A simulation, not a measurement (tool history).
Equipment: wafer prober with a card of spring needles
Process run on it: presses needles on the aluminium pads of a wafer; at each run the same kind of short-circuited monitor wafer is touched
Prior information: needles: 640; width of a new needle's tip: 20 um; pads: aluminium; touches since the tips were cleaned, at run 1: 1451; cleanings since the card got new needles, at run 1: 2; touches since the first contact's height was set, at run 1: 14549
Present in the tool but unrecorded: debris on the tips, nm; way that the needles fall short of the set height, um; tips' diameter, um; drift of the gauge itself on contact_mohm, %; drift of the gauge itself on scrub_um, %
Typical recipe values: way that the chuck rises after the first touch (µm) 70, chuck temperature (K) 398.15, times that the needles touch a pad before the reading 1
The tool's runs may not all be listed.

run	hour	way that the chuck rises after the first touch (µm)	chuck temperature (K)	times that the needles touch a pad before the reading	touches since the tips were cleaned	cleanings since the card got new needles	touches since the first contact's height was set	resistance of one needle with its contact and lead (mohm)	way that a needle slides on the pad (µm)
1	0	70	398.15	1	1451	2	14549	169	12.24
2	13.6	70	398.15	1	4619	2	17717	167	12.26
# hour 20.6: tips cleaned on abrasive film
3	27.8	70	398.15	1	1682	3	21023	168	12.28
4	38.3	70	398.15	1	4115	3	23456	167	12.24
# hour 46.3: tips cleaned on abrasive film
5	47.2	70	398.15	1	208	4	25513	169	12.23
6	62.2	70	398.15	1	3711	4	29016	167	12.22
# hour 72.7: tips cleaned on abrasive film
7	75.3	70	398.15	1	624	5	32060	167	12.27
8	85	70	398.15	1	2887	5	34323	166	12.27
9	94.3	70	398.15	1	5058	5	36494	169	12.23
# hour 98.3: tips cleaned on abrasive film
10	107.8	70	398.15	1	2217	6	39605	168	12.31
11	117.1	70	398.15	1	4396	6	41784	166	12.21
# hour 124.8: tips cleaned on abrasive film
12	127.6	78	314.15	2	670	7	44220	150	13.59
13	137.9	70	398.15	1	3070	7	46620	165	12.27
14	148.2	69	398.15	1	5465	7	49015	167	12.05
# hour 151: tips cleaned on abrasive film
15	165.3	69	324.15	1	3350	8	52994	153	12.05
16	175.2	69	324.15	1	5661	8	55305	153	12.07

Expected results for the next run?
# hour 177.6: tips cleaned on abrasive film
17	190.9	51	306.15	1	3124	9	58950	?	?

{"run 17": {"resistance of one needle with its contact and lead (mohm)": 158, "way that a needle slides on the pad (µm)": 8.95}}
Minus the tool's unlogged condition, the same run would have read resistance of one needle with its contact and lead (mohm) 157, way that a needle slides on the pad (µm) 8.95.

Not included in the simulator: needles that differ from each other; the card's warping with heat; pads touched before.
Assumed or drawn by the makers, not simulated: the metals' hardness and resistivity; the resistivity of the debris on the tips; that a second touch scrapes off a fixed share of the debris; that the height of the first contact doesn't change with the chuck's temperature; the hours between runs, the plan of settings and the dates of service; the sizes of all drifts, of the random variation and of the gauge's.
